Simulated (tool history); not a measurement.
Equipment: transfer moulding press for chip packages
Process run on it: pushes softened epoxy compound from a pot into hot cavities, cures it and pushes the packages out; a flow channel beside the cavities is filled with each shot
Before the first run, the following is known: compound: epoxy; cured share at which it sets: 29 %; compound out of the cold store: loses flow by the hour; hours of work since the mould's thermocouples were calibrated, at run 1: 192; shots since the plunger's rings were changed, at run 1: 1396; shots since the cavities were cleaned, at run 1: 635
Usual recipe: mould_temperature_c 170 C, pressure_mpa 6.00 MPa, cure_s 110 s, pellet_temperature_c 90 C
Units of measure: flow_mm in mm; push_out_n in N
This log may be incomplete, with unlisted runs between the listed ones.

run	hour	mould_temperature_c	pressure_mpa	cure_s	pellet_temperature_c	hours of work since the mould's thermocouples were calibrated	shots since the plunger's rings were changed	shots since the cavities were cleaned	incoming compound's hours out of the cold store	flow_mm	push_out_n
1	0.0	170	6.00	110	90	192	1396	635	40.2	712	235
2	7.0	170	6.00	110	90	195	1454	693	38.7	706	242
3	13.0	170	4.85	110	90	198	1505	744	39.3	651	232
4	23.4	170	6.00	110	90	202	1592	831	23.9	746	246
5	33.1	170	6.00	110	90	207	1673	912	19.2	773	232
6	43.2	170	6.00	102	90	212	1758	997	12.0	782	271
# hour 51.6: cavities cleaned with cleaning compound and waxed
7	51.6	170	6.00	110	90	215	1815	0	33.2	725	241
8	58.3	170	6.00	110	90	218	1871	56	32.4	729	240
9	65.4	173	4.55	117	90	221	1930	115	29.6	620	207
10	70.8	176	6.00	124	90	224	1976	161	32.1	705	191
11	78.2	170	6.00	102	90	227	2037	222	28.5	737	258
12	85.9	170	6.00	110	90	231	2102	287	36.2	731	237
13	95.7	166	4.99	104	84	236	2184	369	26.9	688	330
14	101.9	171	4.70	145	82	238	2235	420	33.9	643	218
15	109.2	171	4.70	145	82	242	2297	482	28.9	647	200

5 options for the next run, each taken on its own from the tool as it stands now. Forecast them:
A	119.4	170	5.01	110	97	247	2382	567	28.9	?	?
B	119.4	177	6.00	101	90	247	2382	567	30.7	?	?
C	119.4	173	6.00	98	90	247	2382	567	9.1	?	?
D	119.4	176	5.45	142	82	247	2382	567	19.5	?	?
E	119.4	170	6.96	110	87	247	2382	567	30.0	?	?

run	flow_mm	push_out_n
A	674	232
B	703	210
C	783	252
D	708	198
E	784	240
The same runs, with their run-to-run variation unchanged, on a tool lacking any hidden condition would have given:
run	flow_mm	push_out_n
A	675	230
B	704	208
C	784	250
D	709	196
E	785	238
